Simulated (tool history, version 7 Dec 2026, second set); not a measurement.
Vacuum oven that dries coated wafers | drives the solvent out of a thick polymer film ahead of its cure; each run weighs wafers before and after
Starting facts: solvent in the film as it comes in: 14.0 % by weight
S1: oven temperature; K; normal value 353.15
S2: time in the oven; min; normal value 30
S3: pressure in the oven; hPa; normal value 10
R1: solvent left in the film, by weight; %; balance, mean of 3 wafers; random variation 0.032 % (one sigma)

run	day	S1	S2	S3	R1
1	0	353.15	30	10	1.84
2	3.742	353.15	30	28.4	2.45
3	5.546	353.15	30	28.4	2.51
4	9.196	353.15	30	10	1.93
# day 10.458: oven's thermocouples calibrated
5	12.317	353.15	30	10	1.66
6	14.158	353.15	30	10	1.68
7	16.029	353.15	30	10	1.69
8	17.767	353.15	30	10	1.68
9	21.133	353.15	30	10	1.72
10	23.338	358.15	30	10	1.12
11	26.038	353.15	30	39.8	2.64
12	28.717	353.15	30	39.8	2.65
13	32.388	353.15	30	39.8	2.65
14	35.467	353.15	38	10	1.27
15	38.096	353.15	19	10	3.38
16	41.438	350.15	19	10	4.04
17	43.188	353.15	16	10	4.07
18	46.121	353.15	16	10	4.12
19	49.8	353.15	33	10	1.65
# day 50.338: vacuum gauge cleaned of residue and calibrated
20	53.308	353.15	27	35.2	2.87
# day 55.683: oven's thermocouples calibrated
21	55.925	339.15	27	7.5	5.06
22	58.567	339.15	27	7.5	5.1
23	60.412	353.15	30	13.7	1.79
24	63.4	353.15	30	13.7	1.87
25	66.442	367.15	30	10	0.41
26	69.071	365.15	30	10	0.43
27	72.092	365.15	30	10	0.47
28	73.746	365.15	30	10	0.46
29	76.271	348.15	30	16.6	3.02
30	79.562	364.15	45	10	0.33
31	81.908	364.15	45	10	0.34
32	84.983	351.15	17	18	4.6
33	87.783	351.15	17	18	4.7
34	89.996	351.15	17	18	4.66
35	93.104	351.15	17	18	4.68
36	95.325	351.15	21	10	3.61
37	96.904	364.15	20	28.6	1.72
38	100.538	342.15	36	18.8	4.09

Subtracting, for every run, the result it would have given without the tool's unlogged condition from the measured result gives the following. The same run-to-run variation enters both numbers; the gauge's scatter may not:
Hidden conditions of the tool in this case: true wafer temperature over the reading, C; true pressure over the reading, kPa; drift of the gauge itself on solvent_pct, %.
run	R1
1	+0.24
2	+0.29
3	+0.3
4	+0.3
5	+0.02
6	+0.03
7	+0.04
8	+0.05
9	+0.08
10	+0.07
11	+0.1
12	+0.12
13	+0.14
14	+0.14
15	+0.18
16	+0.21
17	+0.22
18	+0.24
19	+0.23
20	+0.17
21	+0.08
22	+0.1
23	+0.08
24	+0.1
25	+0.04
26	+0.05
27	+0.06
28	+0.06
29	+0.22
30	+0.04
31	+0.05
32	+0.28
33	+0.31
34	+0.33
35	+0.35
36	+0.36
37	+0.23
38	+0.46

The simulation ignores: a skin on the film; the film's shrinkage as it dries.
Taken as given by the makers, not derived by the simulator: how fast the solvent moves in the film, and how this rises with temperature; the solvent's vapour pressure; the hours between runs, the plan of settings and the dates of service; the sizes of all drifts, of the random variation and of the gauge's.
